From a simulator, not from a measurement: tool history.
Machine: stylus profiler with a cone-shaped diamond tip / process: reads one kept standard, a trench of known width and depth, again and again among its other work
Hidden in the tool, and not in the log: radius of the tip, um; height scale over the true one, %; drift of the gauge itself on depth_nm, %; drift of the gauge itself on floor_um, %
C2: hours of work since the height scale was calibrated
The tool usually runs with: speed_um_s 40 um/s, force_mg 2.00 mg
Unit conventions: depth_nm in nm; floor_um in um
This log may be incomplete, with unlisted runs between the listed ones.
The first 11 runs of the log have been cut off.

{"run": 12, "hour": 1102.5, "speed_um_s": 40, "force_mg": 2.01, "scans with this tip": 23574, "C2": 161, "depth_nm": 1010.06, "floor_um": 92.07}
{"run": 13, "hour": 1154.7, "speed_um_s": 40, "force_mg": 2.01, "scans with this tip": 23822, "C2": 199, "depth_nm": 1009.87, "floor_um": 91.99}
{"run": 14, "hour": 1211.7, "speed_um_s": 40, "force_mg": 2.01, "scans with this tip": 24092, "C2": 240, "depth_nm": 1010.32, "floor_um": 91.97}
{"run": 15, "hour": 1315.8, "speed_um_s": 40, "force_mg": 3.35, "scans with this tip": 24586, "C2": 317, "depth_nm": 1014.18, "floor_um": 91.96}
{"run": 16, "hour": 1409.4, "speed_um_s": 40, "force_mg": 3.35, "scans with this tip": 25030, "C2": 385, "depth_nm": 1015.03, "floor_um": 91.85}
{"run": 17, "hour": 1531.9, "speed_um_s": 40, "force_mg": 3.35, "scans with this tip": 25611, "C2": 475, "depth_nm": 1014.86, "floor_um": 91.85}
{"run": 18, "hour": 1626.1, "speed_um_s": 40, "force_mg": 4.41, "scans with this tip": 26058, "C2": 543, "depth_nm": 1018.2, "floor_um": 91.84}
{"run": 19, "hour": 1733.6, "speed_um_s": 115, "force_mg": 5.84, "scans with this tip": 26567, "C2": 622, "depth_nm": 1021.6, "floor_um": 91.71}
{"run": 20, "hour": 1786.3, "speed_um_s": 56, "force_mg": 1.33, "scans with this tip": 26817, "C2": 661, "depth_nm": 1009.8, "floor_um": 91.68}
{"run": 21, "hour": 1867.6, "speed_um_s": 39, "force_mg": 0.72, "scans with this tip": 27203, "C2": 720, "depth_nm": 1007.68, "floor_um": 91.7}
{"run": 22, "hour": 1923.3, "speed_um_s": 79, "force_mg": 1.53, "scans with this tip": 27467, "C2": 761, "depth_nm": 1011.13, "floor_um": 91.65}
{"run": 23, "hour": 2020.4, "speed_um_s": 21, "force_mg": 1.04, "scans with this tip": 27928, "C2": 832, "depth_nm": 1008.92, "floor_um": 91.72}
{"run": 24, "hour": 2078.6, "speed_um_s": 17, "force_mg": 0.86, "scans with this tip": 28204, "C2": 874, "depth_nm": 1008.56, "floor_um": 91.69}
{"run": 25, "hour": 2175.0, "speed_um_s": 58, "force_mg": 0.86, "scans with this tip": 28661, "C2": 945, "depth_nm": 1009.08, "floor_um": 91.55}
{"run": 26, "hour": 2282.5, "speed_um_s": 126, "force_mg": 5.88, "scans with this tip": 29171, "C2": 1023, "depth_nm": 1023.62, "floor_um": 91.46}
{"run": 27, "hour": 2372.9, "speed_um_s": 13, "force_mg": 2.33, "scans with this tip": 29599, "C2": 1089, "depth_nm": 1014.92, "floor_um": 91.6}
{"run": 28, "hour": 2445.8, "speed_um_s": 13, "force_mg": 2.33, "scans with this tip": 29945, "C2": 1143, "depth_nm": 1014.9, "floor_um": 91.62}
{"run": 29, "hour": 2556.8, "speed_um_s": 102, "force_mg": 0.86, "scans with this tip": 30472, "C2": 1224, "depth_nm": 1009.67, "floor_um": 91.26}
{"run": 30, "hour": 2676.8, "speed_um_s": 38, "force_mg": 3.3, "scans with this tip": 31040, "C2": 1312, "depth_nm": 1018.35, "floor_um": 91.47}

Consider 4 possible next runs. They are alternatives, not a sequence: every one starts from the tool as it was left by run 30. What does each give?
{"run": "A", "hour": 2800.9, "speed_um_s": 38, "force_mg": 2.47, "scans with this tip": 31629, "C2": 1402, "depth_nm": "?", "floor_um": "?"}
{"run": "B", "hour": 2800.9, "speed_um_s": 100, "force_mg": 5.73, "scans with this tip": 31629, "C2": 1402, "depth_nm": "?", "floor_um": "?"}
{"run": "C", "hour": 2800.9, "speed_um_s": 65, "force_mg": 2.1, "scans with this tip": 31629, "C2": 1402, "depth_nm": "?", "floor_um": "?"}
{"run": "D", "hour": 2800.9, "speed_um_s": 34, "force_mg": 4.48, "scans with this tip": 31629, "C2": 1402, "depth_nm": "?", "floor_um": "?"}

run=A depth_nm=1016.51 floor_um=91.41
run=B depth_nm=1024.36 floor_um=91.37
run=C depth_nm=1015.03 floor_um=91.41
run=D depth_nm=1021.65 floor_um=91.47
With no hidden state in the tool, these same runs would have given:
run=A depth_nm=1011.16 floor_um=93.88
run=B depth_nm=1018.97 floor_um=93.84
run=C depth_nm=1009.69 floor_um=93.88
run=D depth_nm=1016.27 floor_um=93.94

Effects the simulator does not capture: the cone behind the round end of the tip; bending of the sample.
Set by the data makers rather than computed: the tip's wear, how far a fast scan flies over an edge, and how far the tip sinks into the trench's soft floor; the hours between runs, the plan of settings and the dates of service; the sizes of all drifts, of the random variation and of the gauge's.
